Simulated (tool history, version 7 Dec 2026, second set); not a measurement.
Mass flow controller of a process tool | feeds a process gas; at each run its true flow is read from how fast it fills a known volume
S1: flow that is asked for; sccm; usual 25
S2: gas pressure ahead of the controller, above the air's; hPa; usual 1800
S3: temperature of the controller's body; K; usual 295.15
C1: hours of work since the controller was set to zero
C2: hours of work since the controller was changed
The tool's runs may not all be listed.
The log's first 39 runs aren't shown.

run 40 hour=4620.9 | S1=46 S2=2570 S3=309.15 | C1=392 C2=2711 | true_flow_(%)=99.85
run 41 hour=4772.3 | S1=6 S2=1760 S3=296.15 | C1=437 C2=2756 | true_flow_(%)=95.48
run 42 hour=4907.1 | S1=5 S2=2520 S3=304.15 | C1=478 C2=2797 | true_flow_(%)=96.06
run 43 hour=4995.0 | S1=7 S2=1610 S3=295.15 | C1=504 C2=2823 | true_flow_(%)=95.44
run 44 hour=5066.8 | S1=21 S2=1820 S3=295.15 | C1=526 C2=2845 | true_flow_(%)=97.01
run 45 hour=5156.9 | S1=21 S2=2270 S3=293.15 | C1=553 C2=2872 | true_flow_(%)=97.06
run 46 hour=5313.0 | S1=21 S2=2270 S3=295.15 | C1=600 C2=2919 | true_flow_(%)=97.15
run 47 hour=5385.3 | S1=7 S2=1570 S3=295.15 | C1=622 C2=2941 | true_flow_(%)=95.16
run 48 hour=5517.1 | S1=7 S2=2630 S3=293.15 | C1=662 C2=2980 | true_flow_(%)=95.85

Consider 3 possible next runs. They are alternatives, not a sequence: every one starts from the tool as it was left by run 48. What does each give?
run A hour=5659.6 | S1=15 S2=2660 S3=298.15 | C1=705 C2=3023 | true_flow_(%)=?
run B hour=5659.6 | S1=7 S2=2630 S3=293.15 | C1=705 C2=3023 | true_flow_(%)=?
run C hour=5659.6 | S1=7 S2=2670 S3=298.15 | C1=705 C2=3023 | true_flow_(%)=?

run=A true_flow_(%)=97.01
run=B true_flow_(%)=95.70
run=C true_flow_(%)=95.86
Take away the tool's hidden state, keep each run's random variation, and the runs would have read:
run=A true_flow_(%)=98.28
run=B true_flow_(%)=97.53
run=C true_flow_(%)=97.69

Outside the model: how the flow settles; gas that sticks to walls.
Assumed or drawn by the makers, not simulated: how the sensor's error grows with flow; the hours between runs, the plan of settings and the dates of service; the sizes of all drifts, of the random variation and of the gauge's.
